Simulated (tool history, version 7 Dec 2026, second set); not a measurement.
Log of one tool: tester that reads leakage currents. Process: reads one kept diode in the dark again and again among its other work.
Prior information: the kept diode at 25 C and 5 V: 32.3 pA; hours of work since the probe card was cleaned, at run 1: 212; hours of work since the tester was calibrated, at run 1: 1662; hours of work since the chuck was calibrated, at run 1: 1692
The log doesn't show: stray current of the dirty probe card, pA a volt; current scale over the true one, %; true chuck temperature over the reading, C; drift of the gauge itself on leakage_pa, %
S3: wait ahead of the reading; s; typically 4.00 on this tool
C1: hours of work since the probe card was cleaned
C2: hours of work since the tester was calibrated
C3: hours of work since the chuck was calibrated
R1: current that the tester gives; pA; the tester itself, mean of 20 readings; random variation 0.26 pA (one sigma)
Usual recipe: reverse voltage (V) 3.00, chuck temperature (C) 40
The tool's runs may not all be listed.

Run 1, hour 0.0: usual settings; C1 212; C2 1662; C3 1692. Result: R1 78.93 pA.
Run 2, hour 23.3: usual settings; C1 224; C2 1674; C3 1703. Result: R1 79.22 pA.
Run 3, hour 52.6: usual settings; C1 238; C2 1688; C3 1718. Result: R1 78.67 pA.
Run 4, hour 84.3: usual settings but reverse voltage (V) 3.58; C1 254; C2 1704; C3 1734. Result: R1 85.86 pA.
Run 5, hour 112.3: usual settings; C1 268; C2 1718; C3 1748. Result: R1 78.59 pA.
Run 6, hour 146.3: usual settings; C1 285; C2 1735; C3 1765. Result: R1 79.06 pA.
Run 7, hour 173.3: usual settings but chuck temperature (C) 22; C1 298; C2 1748; C3 1778. Result: R1 18.20 pA.
Run 8, hour 200.8: usual settings but reverse voltage (V) 3.62, S3 0.38 s; C1 312; C2 1762; C3 1792. Result: R1 89.47 pA.
Run 9, hour 235.4: usual settings but reverse voltage (V) 1.50, chuck temperature (C) 38; C1 329; C2 1779; C3 1809. Result: R1 47.61 pA.
Run 10, hour 267.4: usual settings but reverse voltage (V) 1.50, chuck temperature (C) 38; C1 345; C2 1795; C3 1825. Result: R1 47.45 pA.
Run 11, hour 288.6: usual settings but reverse voltage (V) 1.50, chuck temperature (C) 38; C1 356; C2 1806; C3 1836. Result: R1 47.89 pA.
Run 12, hour 309.2: usual settings but reverse voltage (V) 1.50, chuck temperature (C) 38; C1 366; C2 1816; C3 1846. Result: R1 47.46 pA.
Run 13, hour 337.9: usual settings but reverse voltage (V) 1.50, chuck temperature (C) 38; C1 380; C2 1830; C3 1860. Result: R1 47.22 pA.

Consider 4 possible next runs. They are alternatives, not a sequence: every one starts from the tool as it was left by run 13. What does each give?
Run A, hour 367.2: usual settings but S3 1.95 s; C1 395; C2 1845; C3 1875. Result: R1 ?.
Run B, hour 367.2: usual settings but reverse voltage (V) 4.40, S3 1.90 s; C1 395; C2 1845; C3 1875. Result: R1 ?.
Run C, hour 367.2: usual settings but reverse voltage (V) 1.26, chuck temperature (C) 56; C1 395; C2 1845; C3 1875. Result: R1 ?.
Run D, hour 367.2: usual settings but reverse voltage (V) 1.08, S3 1.32 s; C1 395; C2 1845; C3 1875. Result: R1 ?.

run      R1
  A   78.73
  B   95.76
  C  168.11
  D   47.25
Take away the tool's hidden state, keep each run's random variation, and the runs would have read:
run      R1
  A   87.10
  B  105.67
  C  185.78
  D   52.55

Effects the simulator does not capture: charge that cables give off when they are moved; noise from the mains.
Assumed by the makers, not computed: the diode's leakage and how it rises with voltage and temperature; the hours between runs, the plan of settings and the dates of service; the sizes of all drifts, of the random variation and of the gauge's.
